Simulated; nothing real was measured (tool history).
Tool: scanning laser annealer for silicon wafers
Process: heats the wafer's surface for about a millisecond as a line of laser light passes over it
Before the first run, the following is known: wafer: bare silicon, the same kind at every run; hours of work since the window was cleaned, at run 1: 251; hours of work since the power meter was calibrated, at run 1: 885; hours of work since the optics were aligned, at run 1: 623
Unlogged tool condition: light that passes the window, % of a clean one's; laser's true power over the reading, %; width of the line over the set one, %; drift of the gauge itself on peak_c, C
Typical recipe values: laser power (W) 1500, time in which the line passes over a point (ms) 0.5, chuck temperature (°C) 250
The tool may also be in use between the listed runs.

run	hour	laser power (W)	time in which the line passes over a point (ms)	chuck temperature (°C)	hours of work since the window was cleaned	hours of work since the power meter was calibrated	hours of work since the optics were aligned	highest temperature of the surface (°C)
1	0	1500	0.5	250	251	885	623	982
2	74.2	1500	0.5	250	291	925	663	979
3	165.6	1500	0.5	250	341	975	713	979
4	206.9	1500	0.5	250	363	997	735	977
5	259.9	1500	0.5	250	392	1026	764	978
6	297.8	1500	0.5	288	413	1046	785	1016
7	342.2	1500	0.508	250	437	1071	809	981
8	433.2	1434	0.5	250	486	1120	858	939
9	481.5	1434	0.5	250	513	1146	885	938
10	560.4	1434	0.5	250	555	1189	927	935
11	621.2	1434	0.5	250	588	1222	960	936
12	669.9	1434	0.5	250	615	1248	987	934
13	749	1434	0.5	250	658	1291	1030	931
14	825.4	1434	0.5	250	699	1333	1071	936
15	864.9	1434	0.5	250	721	1354	1093	934
16	957.3	1434	0.5	250	771	1405	1143	930
17	1038.2	1434	0.5	250	815	1448	1187	931
18	1096.4	1434	0.5	250	846	1480	1218	927
19	1151.7	1540	0.5	250	876	1510	1248	990
# hour 1192.7: window over the wafer cleaned
20	1243.5	1540	0.5	250	28	1559	1297	998
21	1289.4	1477	0.5	225	52	1584	1322	939
22	1375.9	1359	0.441	225	99	1631	1369	838
23	1424.3	1407	0.386	280	126	1657	1395	880
24	1508.6	1407	0.386	280	171	1703	1441	878
25	1564.1	1413	0.509	223	202	1733	1471	902
26	1649.7	1413	0.509	223	248	1779	1518	900
27	1709.4	1413	0.509	223	281	1812	1550	903
# hour 1754.8: optics aligned, line set to its width
28	1794.2	1413	0.371	211	324	1855	21	809
29	1840.9	1413	0.385	225	349	1880	47	832
30	1898.9	1413	0.385	225	381	1912	78	830
31	1989.7	1496	0.513	210	430	1961	128	947
32	2075.5	1355	0.453	212	477	2008	174	831
33	2126	1310	0.5	259	504	2035	202	879
34	2215.7	1310	0.5	259	553	2084	250	877
35	2301.2	1310	0.5	259	599	2130	297	880
36	2352.8	1310	0.5	259	627	2158	325	880
37	2411.2	1620	0.353	285	659	2190	356	964
38	2464.3	1473	0.379	254	688	2219	385	880
39	2525.6	1500	0.415	248	721	2252	418	915
40	2594.8	1627	0.442	248	758	2290	456	1002

Describe how what the log doesn't record of the tool's condition differs between the last listed run preceding each entry between runs and the first listed run following it.
In the gap between runs 19 and 20: window over the wafer cleaned (hour 1192.7)
  light that passes the window, % of a clean one's: 98.29 -> 99.57; width of the line over the set one, %: 2.08 -> 2.16
  measured result minus the result with no hidden state, highest temperature of the surface (°C): -23 -> -13
In the gap between runs 27 and 28: optics aligned, line set to its width (hour 1754.8)
  light that passes the window, % of a clean one's: 99.08 -> 98.99; laser's true power over the reading, %: 0.4 -> 0.41; width of the line over the set one, %: 2.53 -> 0.25
  measured result minus the result with no hidden state, highest temperature of the surface (°C): -16 -> -5
